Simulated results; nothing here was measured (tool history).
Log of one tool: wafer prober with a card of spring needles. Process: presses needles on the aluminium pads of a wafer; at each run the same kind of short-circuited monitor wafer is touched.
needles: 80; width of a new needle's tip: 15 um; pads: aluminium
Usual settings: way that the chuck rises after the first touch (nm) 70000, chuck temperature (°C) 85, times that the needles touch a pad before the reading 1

| run | hour | way that the chuck rises after the first touch (nm) | chuck temperature (°C) | times that the needles touch a pad before the reading | resistance of one needle with its contact and lead (mohm) | way that a needle slides on the pad (nm) |
|---|---|---|---|---|---|---|
| 1 | 0 | 70000 | 85 | 1 | 189 | 13630 |
|  | 5.5 | tips cleaned on abrasive film |
|  | 9.9 | tips cleaned on abrasive film |
|  | 15.4 | tips cleaned on abrasive film |
|  | 20.8 | tips cleaned on abrasive film |
| 2 | 20.8 | 70000 | 85 | 1 | 193 | 13540 |
|  | 25.2 | tips cleaned on abrasive film |
|  | 30.7 | tips cleaned on abrasive film |
|  | 36.2 | tips cleaned on abrasive film |
|  | 40.6 | tips cleaned on abrasive film |
|  | 46.1 | tips cleaned on abrasive film |
|  | 51.6 | tips cleaned on abrasive film |
| 3 | 51.9 | 70000 | 85 | 1 | 207 | 13500 |
|  | 56.3 | tips cleaned on abrasive film |
|  | 61.8 | tips cleaned on abrasive film |
|  | 67.3 | tips cleaned on abrasive film |
|  | 71.7 | tips cleaned on abrasive film |
|  | 77.2 | tips cleaned on abrasive film |
|  | 82.7 | tips cleaned on abrasive film |
|  | 88.1 | tips cleaned on abrasive film |
| 4 | 88.1 | 56000 | 85 | 1 | 207 | 10620 |
|  | 93.6 | tips cleaned on abrasive film |
|  | 98 | tips cleaned on abrasive film |
|  | 103.5 | tips cleaned on abrasive film |
|  | 109 | tips cleaned on abrasive film |
|  | 112.5 | height of the first contact set anew |
|  | 114.8 | tips cleaned on abrasive film |
|  | 120.2 | tips cleaned on abrasive film |
|  | 123.6 | tips cleaned on abrasive film, once more |
| 5 | 126.2 | 56000 | 85 | 1 | 285 | 10940 |
|  | 128.5 | tips cleaned on abrasive film |
|  | 134 | tips cleaned on abrasive film |
|  | 139.5 | tips cleaned on abrasive film |
|  | 143.9 | tips cleaned on abrasive film |
|  | 149.4 | tips cleaned on abrasive film |
|  | 153.8 | tips cleaned on abrasive film |
|  | 159.3 | tips cleaned on abrasive film |
| 6 | 160.6 | 56000 | 85 | 1 | 245 | 10930 |
|  | 163.9 | tips cleaned on abrasive film |
|  | 168.3 | tips cleaned on abrasive film |
|  | 173.8 | tips cleaned on abrasive film |
|  | 179.3 | tips cleaned on abrasive film |
|  | 184.8 | tips cleaned on abrasive film |
|  | 189.2 | tips cleaned on abrasive film |
|  | 194.7 | tips cleaned on abrasive film |
|  | 200.2 | tips cleaned on abrasive film |
| 7 | 203.7 | 56000 | 85 | 1 | 306 | 10690 |
|  | 204.9 | tips cleaned on abrasive film |
|  | 209.3 | tips cleaned on abrasive film |
|  | 214.8 | tips cleaned on abrasive film |
|  | 219.2 | tips cleaned on abrasive film |
|  | 223.6 | tips cleaned on abrasive film |
| 8 | 227.1 | 56000 | 85 | 1 | 297 | 10690 |
|  | 228.2 | tips cleaned on abrasive film |
|  | 233.7 | tips cleaned on abrasive film |
|  | 239.2 | tips cleaned on abrasive film |
|  | 243.6 | tips cleaned on abrasive film |
|  | 248 | tips cleaned on abrasive film |
| 9 | 249.8 | 56000 | 85 | 1 | 266 | 10530 |
|  | 253.2 | tips cleaned on abrasive film |
|  | 255.6 | height of the first contact set anew |
|  | 259 | tips cleaned on abrasive film |
|  | 264.4 | tips cleaned on abrasive film |
|  | 269.9 | tips cleaned on abrasive film |
|  | 275.4 | tips cleaned on abrasive film |
|  | 280.9 | tips cleaned on abrasive film |
|  | 286.4 | tips cleaned on abrasive film |
|  | 291.9 | tips cleaned on abrasive film |
| 10 | 293.2 | 70000 | 85 | 1 | 225 | 13640 |
|  | 296.6 | tips cleaned on abrasive film |
|  | 301 | tips cleaned on abrasive film |
|  | 305.4 | tips cleaned on abrasive film |
|  | 310.9 | tips cleaned on abrasive film |
|  | 316.4 | tips cleaned on abrasive film |
|  | 321.9 | tips cleaned on abrasive film |
|  | 327.4 | tips cleaned on abrasive film |
|  | 331.8 | tips cleaned on abrasive film |
|  | 336.3 | tips cleaned on abrasive film |
| 11 | 336.3 | 70000 | 85 | 2 | 191 | 13450 |
|  | 341.8 | tips cleaned on abrasive film |
|  | 347.3 | tips cleaned on abrasive film |
|  | 352.8 | tips cleaned on abrasive film |
|  | 358.2 | tips cleaned on abrasive film |
| 12 | 360.8 | 70000 | 35 | 3 | 201 | 13370 |
|  | 363 | tips cleaned on abrasive film |
|  | 368.5 | tips cleaned on abrasive film |
|  | 374 | tips cleaned on abrasive film |
|  | 379.5 | tips cleaned on abrasive film |
|  | 385 | tips cleaned on abrasive film |
|  | 390.5 | tips cleaned on abrasive film |
|  | 395.9 | tips cleaned on abrasive film |
|  | 398.4 | height of the first contact set anew |
|  | 401.7 | tips cleaned on abrasive film |
| 13 | 401.8 | 60000 | 85 | 1 | 202 | 11630 |
|  | 406.2 | tips cleaned on abrasive film |
|  | 411.7 | tips cleaned on abrasive film |
|  | 417.2 | tips cleaned on abrasive film |
|  | 422.7 | tips cleaned on abrasive film |
|  | 428.2 | tips cleaned on abrasive film |
|  | 433.6 | tips cleaned on abrasive film |
|  | 438.1 | tips cleaned on abrasive film |
| 14 | 441.8 | 60000 | 78 | 1 | 284 | 11580 |
|  | 443 | tips cleaned on abrasive film |
|  | 448.4 | tips cleaned on abrasive film |
|  | 453.9 | tips cleaned on abrasive film |
|  | 459.4 | tips cleaned on abrasive film |
|  | 464.9 | tips cleaned on abrasive film |
|  | 470.4 | tips cleaned on abrasive film |
|  | 475.9 | tips cleaned on abrasive film |
| 15 | 477.5 | 60000 | 78 | 1 | 262 | 11560 |
|  | 480.8 | tips cleaned on abrasive film |
|  | 486.3 | tips cleaned on abrasive film |
|  | 491.8 | tips cleaned on abrasive film |
|  | 497.3 | tips cleaned on abrasive film |
|  | 501.7 | tips cleaned on abrasive film |
|  | 507.2 | tips cleaned on abrasive film |
|  | 512.7 | tips cleaned on abrasive film |
|  | 517.5 | tips cleaned on abrasive film |
| 16 | 517.5 | 60000 | 78 | 1 | 206 | 11470 |
|  | 523 | tips cleaned on abrasive film |
|  | 527.4 | tips cleaned on abrasive film |
|  | 532.9 | tips cleaned on abrasive film |
|  | 538.4 | tips cleaned on abrasive film |
|  | 540.8 | height of the first contact set anew |
| 17 | 543 | 70000 | 85 | 1 | 282 | 13840 |
|  | 544.1 | tips cleaned on abrasive film |
|  | 549.6 | tips cleaned on abrasive film |
|  | 555.1 | tips cleaned on abrasive film |
|  | 559.5 | tips cleaned on abrasive film |
|  | 565 | tips cleaned on abrasive film |
|  | 570.5 | tips cleaned on abrasive film |
| 18 | 573.1 | 70000 | 85 | 1 | 255 | 13720 |
|  | 575.3 | tips cleaned on abrasive film |
|  | 580.8 | tips cleaned on abrasive film |
|  | 586.3 | tips cleaned on abrasive film |
|  | 591.8 | tips cleaned on abrasive film |
|  | 597.3 | tips cleaned on abrasive film |
|  | 601.7 | tips cleaned on abrasive film |
| 19 | 602.5 | 70000 | 38 | 1 | 213 | 13570 |
|  | 607 | tips cleaned on abrasive film |
|  | 612.4 | tips cleaned on abrasive film |
|  | 617.9 | tips cleaned on abrasive film |
|  | 622.3 | tips cleaned on abrasive film |
|  | 627.8 | tips cleaned on abrasive film |
| 20 | 631 | 70000 | 64 | 1 | 271 | 13460 |
|  | 633.2 | tips cleaned on abrasive film |
|  | 637.7 | tips cleaned on abrasive film |
|  | 642.1 | tips cleaned on abrasive film |
|  | 647.6 | tips cleaned on abrasive film |
|  | 652.7 | tips cleaned on abrasive film |
| 21 | 652.7 | 53000 | 71 | 1 | 219 | 10020 |
|  | 658.2 | tips cleaned on abrasive film |
|  | 663.7 | tips cleaned on abrasive film |
|  | 669.1 | tips cleaned on abrasive film |
| 22 | 670.6 | 53000 | 71 | 2 | 247 | 9980 |

Hidden state or all else? Some run-to-run changes of resistance of one needle with its contact and lead (mohm), split into what the settings, what came in and random variation would give without the hidden state, and what is left for the hidden state (with any gauge scatter that isn't in both results):
The hidden state here: debris on the tips, nm; way that the needles fall short of the set height, um; tips' diameter, um; drift of the gauge itself on contact_mohm, %; drift of the gauge itself on scrub_um, %.
Run 4 -> 5: tips cleaned on abrasive film, tips cleaned on abrasive film, tips cleaned on abrasive film, tips cleaned on abrasive film, height of the first contact set anew, tips cleaned on abrasive film, tips cleaned on abrasive film, tips cleaned on abrasive film, once more. resistance of one needle with its contact and lead (mohm) +78: hidden state +77, all else +1.
Run 13 -> 14: chuck temperature (°C) 85 -> 78, tips cleaned on abrasive film, tips cleaned on abrasive film, tips cleaned on abrasive film, tips cleaned on abrasive film, tips cleaned on abrasive film, tips cleaned on abrasive film, tips cleaned on abrasive film. resistance of one needle with its contact and lead (mohm) +82: hidden state +87, all else -5.
